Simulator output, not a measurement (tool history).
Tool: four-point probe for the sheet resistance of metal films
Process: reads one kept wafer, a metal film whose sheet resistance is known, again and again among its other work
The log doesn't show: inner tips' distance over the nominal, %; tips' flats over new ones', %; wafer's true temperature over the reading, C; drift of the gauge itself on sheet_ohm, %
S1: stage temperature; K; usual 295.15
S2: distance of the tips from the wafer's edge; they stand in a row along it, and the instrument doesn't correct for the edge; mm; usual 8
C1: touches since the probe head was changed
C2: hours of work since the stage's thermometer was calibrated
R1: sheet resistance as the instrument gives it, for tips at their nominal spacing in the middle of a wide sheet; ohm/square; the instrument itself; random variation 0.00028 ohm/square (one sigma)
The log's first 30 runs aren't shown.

{"run": 31, "hour": 1296.4, "S1": 292.15, "S2": 17, "C1": 112524, "C2": 273, "R1": 1.65305}
{"run": 32, "hour": 1332.8, "S1": 302.15, "S2": 8, "C1": 113901, "C2": 291, "R1": 1.671244}
{"run": 33, "hour": 1374.9, "S1": 302.15, "S2": 37, "C1": 115491, "C2": 312, "R1": 1.650596}
{"run": 34, "hour": 1413.8, "S1": 306.15, "S2": 63, "C1": 116959, "C2": 331, "R1": 1.649866}
{"run": 35, "hour": 1443.2, "S1": 299.15, "S2": 27, "C1": 118070, "C2": 345, "R1": 1.650742}
{"run": 36, "hour": 1467.4, "S1": 295.15, "S2": 9, "C1": 118983, "C2": 357, "R1": 1.665574}
{"run": 37, "hour": 1507.0, "S1": 295.15, "S2": 9, "C1": 120479, "C2": 377, "R1": 1.66536}
{"run": 38, "hour": 1537.9, "S1": 298.15, "S2": 60, "C1": 121647, "C2": 392, "R1": 1.648521}
{"run": 39, "hour": 1567.5, "S1": 298.15, "S2": 60, "C1": 122765, "C2": 406, "R1": 1.648909}
{"run": 40, "hour": 1606.0, "S1": 303.15, "S2": 8, "C1": 124219, "C2": 425, "R1": 1.671375}
{"run": 41, "hour": 1655.2, "S1": 303.15, "S2": 8, "C1": 126081, "C2": 450, "R1": 1.670661}
{"run": 42, "hour": 1682.3, "S1": 291.15, "S2": 8, "C1": 127102, "C2": 463, "R1": 1.669314}
{"run": 43, "hour": 1739.4, "S1": 303.15, "S2": 3, "C1": 129258, "C2": 491, "R1": 1.793262}
{"run": 44, "hour": 1770.3, "S1": 303.15, "S2": 3, "C1": 130429, "C2": 506, "R1": 1.792714}

Forecast each of these 5 alternatives for the next run:
{"run": "A", "hour": 1825.7, "S1": 291.15, "S2": 9, "C1": 132520, "C2": 533, "R1": "?"}
{"run": "B", "hour": 1825.7, "S1": 294.15, "S2": 8, "C1": 132520, "C2": 533, "R1": "?"}
{"run": "C", "hour": 1825.7, "S1": 299.15, "S2": 69, "C1": 132520, "C2": 533, "R1": "?"}
{"run": "D", "hour": 1825.7, "S1": 295.15, "S2": 8, "C1": 132520, "C2": 533, "R1": "?"}
{"run": "E", "hour": 1825.7, "S1": 303.15, "S2": 30, "C1": 132520, "C2": 533, "R1": "?"}

run=A R1=1.664429
run=B R1=1.669460
run=C R1=1.648486
run=D R1=1.669735
run=E R1=1.650058
Without the tool's hidden state the same runs would have given:
run=A R1=1.673949
run=B R1=1.679013
run=C R1=1.657941
run=D R1=1.679292
run=E R1=1.659530
